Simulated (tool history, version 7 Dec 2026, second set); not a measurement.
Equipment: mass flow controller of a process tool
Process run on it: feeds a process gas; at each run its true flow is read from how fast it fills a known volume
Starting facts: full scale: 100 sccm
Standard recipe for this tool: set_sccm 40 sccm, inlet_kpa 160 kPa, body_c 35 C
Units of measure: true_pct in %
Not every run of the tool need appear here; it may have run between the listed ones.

run,hour,set_sccm,inlet_kpa,body_c,true_pct
1,0,40,160,35,99.91
2,89.3,40,150,35,100.1
3,149.3,40,150,35,100.13
4,219.1,40,150,35,100.19
5,269.8,40,160,38,99.97
6,334,40,160,38,100.02
7,419.1,40,160,35,100.3
8,488.2,40,160,35,100.29
9,585.7,71,160,35,100.18
10,682.7,71,160,35,100.24
11,772.4,40,203,35,100.38
12,826,40,160,35,100.52
13,880.7,40,160,28,100.77
14,971.2,40,160,28,100.88
15,1021,40,160,28,100.9
16,1068.4,40,160,28,100.89
17,1167.7,40,160,28,100.91
18,1248.4,40,160,28,101.05
19,1329.1,40,263,35,100.49
20,1395,25,263,35,101.08
21,1466.9,40,160,35,101.01
22,1554.1,40,160,35,101.05
23,1645.5,40,160,35,101.21
# hour 1655: controller's zero set anew
24,1730.4,40,160,35,101.42
25,1777,40,273,29,101.31
26,1827.9,40,169,39,101.28
27,1895.6,15,149,25,103.94
28,1967.9,47,234,35,101.19
29,2024,70,237,36,100.78
# hour 2088.8: controller's zero set anew, once more
30,2089.7,40,141,35,100.3
31,2147.8,40,206,35,100.23
32,2215,24,217,35,100.13
33,2261.9,24,165,38,100.31
34,2342.6,24,165,38,100.29
35,2432.4,24,165,38,100.45
36,2495.3,24,164,28,100.87
37,2546.1,48,169,36,100.48
38,2646.6,40,160,34,100.52
39,2728.8,40,160,34,100.81
40,2798,40,141,28,101.02
41,2871.5,40,181,35,100.83
42,2939.5,40,181,35,100.73
43,3036,40,181,35,100.8
44,3097.4,40,181,35,100.87
45,3163.1,10,258,23,101.97
46,3264.3,10,258,23,102.19
47,3317.2,71,143,29,101.35

Some steps in true_pct between neighbouring runs. How much of each would the tool show without its hidden state too (settings, what came in, random variation), and how much is left for the hidden state, with any gauge scatter that isn't in both results?
Unlogged tool condition in this case: flow at rest that the sensor doesn't see, % of full scale; true flow over the shown one, %; drift of the gauge itself on true_pct, %.
Run 26 -> 27: set_sccm 40 -> 15, inlet_kpa 169 -> 149, body_c 39 -> 25. true_pct +2.66 %: hidden state +2.18, all else +0.48.
Run 27 -> 28: set_sccm 15 -> 47, inlet_kpa 149 -> 234, body_c 25 -> 35. true_pct -2.75 %: hidden state -2.28, all else -0.47.
Run 44 -> 45: set_sccm 40 -> 10, inlet_kpa 181 -> 258, body_c 35 -> 23. true_pct +1.1 %: hidden state +1.09, all else +0.01.
Run 46 -> 47: set_sccm 10 -> 71, inlet_kpa 258 -> 143, body_c 23 -> 29. true_pct -0.84 %: hidden state -1.28, all else +0.44.
